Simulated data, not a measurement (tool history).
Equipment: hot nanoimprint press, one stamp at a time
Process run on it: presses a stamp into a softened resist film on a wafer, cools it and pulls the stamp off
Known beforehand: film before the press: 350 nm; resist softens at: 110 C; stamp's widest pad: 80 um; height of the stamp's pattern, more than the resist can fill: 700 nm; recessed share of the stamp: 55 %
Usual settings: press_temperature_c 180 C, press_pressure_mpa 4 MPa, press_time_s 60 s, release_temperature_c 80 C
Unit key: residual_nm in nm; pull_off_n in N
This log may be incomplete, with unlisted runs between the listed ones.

run    day  press_temperature_c  press_pressure_mpa  press_time_s  release_temperature_c  residual_nm  pull_off_n
  1      0                  180                   4            60                     80        124.1        94.5
  2  0.171                  180                   4            60                     80          124        95.2
  3  0.546                  180                   4            60                     80        124.1        96.4
  4  0.712                  180                 2.5            60                     80        153.9          95
  5  0.888                  180                   4            60                     80        123.8        93.7
  6    1.1                  180                   4            60                     80        124.4        93.1
  7  1.458                  180                   4            60                     80        123.6        95.3
  8  1.804                  180                   4            60                     65        123.2         136
  9  2.067                  180                   4            60                     65        123.3       134.7
 10    2.3                  180                4.41            60                     80        119.2        94.8
 11  2.492                  180                4.41            60                     80        119.7        94.4
 12   2.85                  180                   4            60                     80          124        96.5
 13  3.004                  180                   4            60                     80        123.4        95.7
 14  3.158                  180                   4            60                     80        124.1        93.2
 15    3.4                  180                   4            60                     80        123.4        94.8
 16   3.65                  180                2.64            60                     81        150.1        91.9
 17  3.942                  180                3.37            60                     75        134.2       106.3
 18    4.3                  180                3.37            60                     75        135.1       108.7
 19  4.475                  180                3.37            94                     75        111.6       108.5
 20  4.742                  169                3.37            98                     75        180.8       108.5
 21  5.042                  169                3.37            98                     75        179.3       107.2
 22  5.229                  190                5.07            68                     75         67.4       108.6
 23  5.442                  177                2.46            54                     68        180.7       125.8
 24  5.746                  180                   4            89                     74          105       110.7
 25  5.983                  181                   4            60                     83        119.3        87.8
 26  6.162                  189                5.19            60                     83         73.1        87.9
 27  6.375                  189                4.63            60                     72         77.9       117.1
 28  6.617                  189                4.63            60                     72         78.3       114.8
 29  6.975                  189                4.09            60                     72         83.8       115.6
 30  7.162                  180                   4            60                     73        124.2       112.1

Below are 4 alternative next runs, each starting from the tool's condition after run 30. Predict each:
  A  7.442                  183                   4            60                     73            ?           ?
  B  7.442                  180                4.06            80                     76            ?           ?
  C  7.442                  189                   4            60                     80            ?           ?
  D  7.442                  180                   4            40                     80            ?           ?

run  residual_nm  pull_off_n
  A        108.6       114.5
  B        109.2       106.5
  C         84.9        95.8
  D        147.3        95.1
With no hidden state in the tool, these same runs would have given:
run  residual_nm  pull_off_n
  A        108.7       114.2
  B        109.3       106.1
  C           85        95.5
  D        147.4        94.8

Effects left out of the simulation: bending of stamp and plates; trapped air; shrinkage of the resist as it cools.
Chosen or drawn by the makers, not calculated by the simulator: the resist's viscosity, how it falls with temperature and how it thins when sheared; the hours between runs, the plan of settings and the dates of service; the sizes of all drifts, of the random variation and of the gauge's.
